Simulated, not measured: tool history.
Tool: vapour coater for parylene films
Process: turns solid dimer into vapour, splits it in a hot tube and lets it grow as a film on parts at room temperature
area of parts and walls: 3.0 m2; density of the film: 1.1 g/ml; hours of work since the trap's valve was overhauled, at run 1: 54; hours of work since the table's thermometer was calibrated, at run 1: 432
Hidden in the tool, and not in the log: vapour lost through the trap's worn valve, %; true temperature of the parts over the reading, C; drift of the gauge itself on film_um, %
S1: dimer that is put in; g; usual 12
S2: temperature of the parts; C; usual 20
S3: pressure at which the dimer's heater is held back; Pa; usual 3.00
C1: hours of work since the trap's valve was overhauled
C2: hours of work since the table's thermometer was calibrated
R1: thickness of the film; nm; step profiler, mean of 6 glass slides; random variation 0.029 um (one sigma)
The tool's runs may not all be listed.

{"run": 1, "hour": 0.0, "S1": 12, "S2": 20, "S3": 3.0, "C1": 54, "C2": 432, "R1": 2600}
{"run": 2, "hour": 45.4, "S1": 12, "S2": 20, "S3": 3.0, "C1": 81, "C2": 459, "R1": 2580}
{"run": 3, "hour": 93.7, "S1": 12, "S2": 24, "S3": 3.0, "C1": 111, "C2": 489, "R1": 2410}
{"run": 4, "hour": 137.0, "S1": 12, "S2": 20, "S3": 4.94, "C1": 137, "C2": 515, "R1": 2530}
{"run": 5, "hour": 162.9, "S1": 12, "S2": 21, "S3": 3.0, "C1": 153, "C2": 531, "R1": 2560}
{"run": 6, "hour": 217.3, "S1": 5, "S2": 22, "S3": 2.48, "C1": 186, "C2": 564, "R1": 1010}
{"run": 7, "hour": 251.5, "S1": 22, "S2": 22, "S3": 6.32, "C1": 207, "C2": 585, "R1": 4420}
{"run": 8, "hour": 288.5, "S1": 22, "S2": 22, "S3": 4.7, "C1": 229, "C2": 607, "R1": 4400}
{"run": 9, "hour": 334.4, "S1": 6, "S2": 19, "S3": 2.17, "C1": 257, "C2": 635, "R1": 1320}
{"run": 10, "hour": 376.2, "S1": 5, "S2": 20, "S3": 3.0, "C1": 282, "C2": 660, "R1": 1050}

Forecast each of these 5 alternatives for the next run:
{"run": "A", "hour": 426.2, "S1": 5, "S2": 16, "S3": 3.0, "C1": 313, "C2": 691, "R1": "?"}
{"run": "B", "hour": 426.2, "S1": 5, "S2": 20, "S3": 8.26, "C1": 313, "C2": 691, "R1": "?"}
{"run": "C", "hour": 426.2, "S1": 15, "S2": 27, "S3": 10.4, "C1": 313, "C2": 691, "R1": "?"}
{"run": "D", "hour": 426.2, "S1": 12, "S2": 21, "S3": 7.35, "C1": 313, "C2": 691, "R1": "?"}
{"run": "E", "hour": 426.2, "S1": 13, "S2": 20, "S3": 2.58, "C1": 313, "C2": 691, "R1": "?"}

run=A R1=1090
run=B R1=1010
run=C R1=2640
run=D R1=2370
run=E R1=2750
Without the tool's hidden state the same runs would have given:
run=A R1=1170
run=B R1=1080
run=C R1=2810
run=D R1=2520
run=E R1=2940
